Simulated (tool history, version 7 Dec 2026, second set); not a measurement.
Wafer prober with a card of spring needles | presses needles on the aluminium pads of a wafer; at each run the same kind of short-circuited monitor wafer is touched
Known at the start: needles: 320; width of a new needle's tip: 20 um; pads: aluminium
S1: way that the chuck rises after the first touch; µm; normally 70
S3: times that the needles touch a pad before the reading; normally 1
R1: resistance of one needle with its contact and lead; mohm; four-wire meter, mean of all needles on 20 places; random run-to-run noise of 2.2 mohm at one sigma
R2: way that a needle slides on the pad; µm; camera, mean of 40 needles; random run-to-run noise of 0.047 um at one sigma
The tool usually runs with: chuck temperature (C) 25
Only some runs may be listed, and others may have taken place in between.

run 1 hour=0.0 | S1=70 chuck_temperature_(C)=25 S3=1 | R1=250 R2=13.39
run 2 hour=29.4 | S1=52 chuck_temperature_(C)=25 S3=1 | R1=256 R2=9.92
run 3 hour=65.6 | S1=70 chuck_temperature_(C)=25 S3=1 | R1=250 R2=13.31
run 4 hour=87.9 | S1=70 chuck_temperature_(C)=25 S3=1 | R1=250 R2=13.40
run 5 hour=118.1 | S1=70 chuck_temperature_(C)=25 S3=1 | R1=250 R2=13.29
run 6 hour=141.0 | S1=70 chuck_temperature_(C)=25 S3=1 | R1=250 R2=13.35
run 7 hour=166.4 | S1=70 chuck_temperature_(C)=25 S3=1 | R1=251 R2=13.34
run 8 hour=181.4 | S1=70 chuck_temperature_(C)=25 S3=2 | R1=248 R2=13.35
run 9 hour=212.7 | S1=70 chuck_temperature_(C)=100 S3=2 | R1=270 R2=13.35
run 10 hour=233.4 | S1=70 chuck_temperature_(C)=100 S3=2 | R1=270 R2=13.38
run 11 hour=252.6 | S1=82 chuck_temperature_(C)=100 S3=2 | R1=267 R2=15.64
run 12 hour=278.4 | S1=82 chuck_temperature_(C)=100 S3=2 | R1=271 R2=15.67
run 13 hour=305.1 | S1=70 chuck_temperature_(C)=104 S3=3 | R1=267 R2=13.32
run 14 hour=326.0 | S1=77 chuck_temperature_(C)=42 S3=2 | R1=255 R2=14.79
run 15 hour=348.6 | S1=74 chuck_temperature_(C)=42 S3=1 | R1=253 R2=14.18
run 16 hour=369.7 | S1=74 chuck_temperature_(C)=42 S3=1 | R1=250 R2=14.07
run 17 hour=395.3 | S1=78 chuck_temperature_(C)=93 S3=2 | R1=260 R2=14.80
run 18 hour=420.3 | S1=78 chuck_temperature_(C)=93 S3=2 | R1=271 R2=14.86

Taken out of this log: 13 entries between the listed runs. Where each belongs, and how the hidden state differs across it:
Logged between run 1 and run 2: tips cleaned on abrasive film (hour 9.0)
  debris on the tips, nm: 0.4 -> 0.3
Logged between run 2 and run 3: tips cleaned on abrasive film (hour 44.2)
  nothing in the hidden state changes from one run to the other
Logged between run 3 and run 4: tips cleaned on abrasive film (hour 79.6)
  debris on the tips, nm: 0.3 -> 0.2
Logged between run 4 and run 5: tips cleaned on abrasive film (hour 114.4)
  debris on the tips, nm: 0.2 -> 0.1
Logged between run 6 and run 7: tips cleaned on abrasive film (hour 149.4)
  nothing in the hidden state changes from one run to the other
Logged between run 8 and run 9: tips cleaned on abrasive film (hour 184.7)
  nothing in the hidden state changes from one run to the other
Logged between run 9 and run 10: tips cleaned on abrasive film (hour 220.0)
  debris on the tips, nm: 0.4 -> 0.2
Logged between run 11 and run 12: tips cleaned on abrasive film (hour 254.8)
  debris on the tips, nm: 0.4 -> 0.3
Logged between run 12 and run 13: tips cleaned on abrasive film (hour 291.3)
  debris on the tips, nm: 0.3 -> 0.2
Logged between run 13 and run 14: tips cleaned on abrasive film (hour 326.0)
  debris on the tips, nm: 0.2 -> 0; way that the needles fall short of the set height, um: 0 -> 0.01
Logged between run 14 and run 15: height of the first contact set anew (hour 348.6)
  debris on the tips, nm: 0 -> 0.3; way that the needles fall short of the set height, um: 0.01 -> 0
Logged between run 15 and run 16: tips cleaned on abrasive film (hour 361.1)
  debris on the tips, nm: 0.3 -> 0.2
Logged between run 16 and run 17: tips cleaned on abrasive film (hour 395.3)
  debris on the tips, nm: 0.2 -> 0
